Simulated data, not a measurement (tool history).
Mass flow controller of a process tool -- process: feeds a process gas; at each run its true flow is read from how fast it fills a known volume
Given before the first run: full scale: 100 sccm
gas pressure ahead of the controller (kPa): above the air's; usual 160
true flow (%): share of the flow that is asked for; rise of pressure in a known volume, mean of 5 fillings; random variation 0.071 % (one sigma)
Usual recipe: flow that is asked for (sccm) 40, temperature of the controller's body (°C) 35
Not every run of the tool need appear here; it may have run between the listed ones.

run    hour  flow that is asked for (sccm)  gas pressure ahead of the controller (kPa)  temperature of the controller's body (°C)  true flow (%)
  1     0.0                             40                                         160                                         35         103.05
  2   184.9                             40                                         160                                         35         103.11
  3   457.4                             22                                         160                                         35         104.15
  4   575.3                             22                                         160                                         35         104.19
  5   746.5                             40                                         160                                         37         103.42
  6   988.0                             40                                         160                                         37         103.48
  7  1258.7                             35                                         160                                         35         103.54
  8  1423.8                             35                                         160                                         35         103.74
  9  1542.2                             35                                         160                                         35         103.77
 10  1660.0                             35                                         160                                         35         103.77
 11  1857.5                             35                                         176                                         35         103.80
 12  2042.8                             40                                         160                                         35         103.59
 13  2209.6                             85                                         160                                         35         103.41
 14  2445.0                             85                                         160                                         35         103.65
 15  2579.2                             85                                         160                                         35         103.41
 16  2823.1                             85                                         160                                         35         103.53
 17  3003.4                             85                                         160                                         35         102.98
 18  3212.1                             85                                         160                                         35         102.81
 19  3407.7                             40                                         160                                         35         102.58
 20  3684.1                             40                                         160                                         35         102.83
 21  3911.1                             40                                         160                                         35         102.80
 22  4158.4                             40                                         160                                         35         102.74
 23  4398.6                             78                                         252                                         35         103.87
 24  4533.4                             64                                         162                                         35         103.15
 25  4752.2                             64                                         162                                         35         103.24
 26  4950.0                             64                                         162                                         35         103.18
 27  5071.8                             65                                         169                                         39         103.69
 28  5336.4                             65                                         169                                         34         103.39
 29  5460.7                             65                                         169                                         34         103.38
 30  5612.8                             65                                         169                                         34         103.48
 31  5800.4                             57                                         272                                         25         103.57
 32  5997.2                             57                                         272                                         25         103.70
 33  6159.3                             57                                         272                                         25         103.67
 34  6355.6                             13                                         210                                         35         104.75
 35  6567.1                             12                                         248                                         35         105.33
 36  6783.9                             12                                         248                                         35         100.64
 37  6943.0                             40                                         160                                         21          99.24
 38  7218.9                             23                                         243                                         25         100.02
 39  7497.2                             23                                         243                                         25         100.19
 40  7757.1                             11                                         223                                         25         100.56
 41  7983.5                             11                                         220                                         39         101.47
 42  8258.9                             49                                         243                                         26         100.57
 43  8524.9                             17                                         160                                         29         100.55
 44  8710.6                             40                                         160                                         21          99.78

Put back what was entered between runs (2 entries, withheld): which listed runs does each sit between, and how does the hidden state differ from the listed run before to the listed run after?
After run 16, before run 17: controller's zero set anew (hour 2897.4)
  flow at rest that the sensor doesn't see, % of full scale: 0.641 -> 0.022; true flow over the shown one, %: 2.6 -> 2.64
  measured result minus the result with no hidden state, true flow (%): +3.35 -> +2.67
After run 35, before run 36: controller exchanged for a calibrated one (hour 6583.5)
  flow at rest that the sensor doesn't see, % of full scale: 0.212 -> 0.038; true flow over the shown one, %: 3.36 -> 0.09
  measured result minus the result with no hidden state, true flow (%): +5.14 -> +0.41
